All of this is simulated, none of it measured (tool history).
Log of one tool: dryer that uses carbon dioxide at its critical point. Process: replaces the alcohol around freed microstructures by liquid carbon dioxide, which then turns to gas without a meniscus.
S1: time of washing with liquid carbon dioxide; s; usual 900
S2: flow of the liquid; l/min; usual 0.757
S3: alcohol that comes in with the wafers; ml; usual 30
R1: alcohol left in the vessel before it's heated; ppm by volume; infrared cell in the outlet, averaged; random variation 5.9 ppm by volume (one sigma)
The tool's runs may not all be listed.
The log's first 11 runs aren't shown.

{"run": 12, "hour": 169.6, "S1": 900, "S2": 0.757, "S3": 30, "R1": 399}
{"hour": 174.4, "done": "inlet filter changed"}
{"run": 13, "hour": 181.9, "S1": 900, "S2": 0.757, "S3": 30, "R1": 266}
{"run": 14, "hour": 197.4, "S1": 900, "S2": 0.757, "S3": 30, "R1": 268}
{"run": 15, "hour": 216.9, "S1": 900, "S2": 0.757, "S3": 30, "R1": 270}
{"run": 16, "hour": 229.9, "S1": 780, "S2": 0.757, "S3": 30, "R1": 450}
{"run": 17, "hour": 248.2, "S1": 1200, "S2": 0.757, "S3": 30, "R1": 115}
{"run": 18, "hour": 257.5, "S1": 1200, "S2": 0.757, "S3": 30, "R1": 112}
{"run": 19, "hour": 267.8, "S1": 600, "S2": 1.238, "S3": 22, "R1": 163}
{"run": 20, "hour": 282.9, "S1": 900, "S2": 0.808, "S3": 117, "R1": 718}
{"run": 21, "hour": 292.4, "S1": 1320, "S2": 0.63, "S3": 30, "R1": 157}
{"run": 22, "hour": 305.3, "S1": 900, "S2": 0.787, "S3": 41, "R1": 335}
{"run": 23, "hour": 316.4, "S1": 900, "S2": 0.787, "S3": 110, "R1": 786}
{"run": 24, "hour": 328.9, "S1": 900, "S2": 0.854, "S3": 22, "R1": 160}
{"run": 25, "hour": 347.2, "S1": 660, "S2": 0.473, "S3": 43, "R1": 3452}
{"run": 26, "hour": 367.3, "S1": 1020, "S2": 0.504, "S3": 26, "R1": 703}
{"run": 27, "hour": 380.4, "S1": 1140, "S2": 0.757, "S3": 30, "R1": 152}
{"run": 28, "hour": 393.2, "S1": 1140, "S2": 0.757, "S3": 30, "R1": 148}
{"run": 29, "hour": 408.4, "S1": 660, "S2": 0.757, "S3": 21, "R1": 594}
{"run": 30, "hour": 424.2, "S1": 660, "S2": 0.53, "S3": 21, "R1": 1426}
{"run": 31, "hour": 439.6, "S1": 660, "S2": 0.479, "S3": 21, "R1": 1743}
{"run": 32, "hour": 459.7, "S1": 660, "S2": 1.17, "S3": 54, "R1": 329}

Forecast each of these 3 alternatives for the next run:
{"run": "A", "hour": 476.1, "S1": 660, "S2": 1.263, "S3": 101, "R1": "?"}
{"run": "B", "hour": 476.1, "S1": 900, "S2": 1.113, "S3": 32, "R1": "?"}
{"run": "C", "hour": 476.1, "S1": 600, "S2": 1.17, "S3": 54, "R1": "?"}

run=A R1=391
run=B R1=102
run=C R1=450
Without the tool's hidden state the same runs would have given:
run=A R1=240
run=B R1=27
run=C R1=297

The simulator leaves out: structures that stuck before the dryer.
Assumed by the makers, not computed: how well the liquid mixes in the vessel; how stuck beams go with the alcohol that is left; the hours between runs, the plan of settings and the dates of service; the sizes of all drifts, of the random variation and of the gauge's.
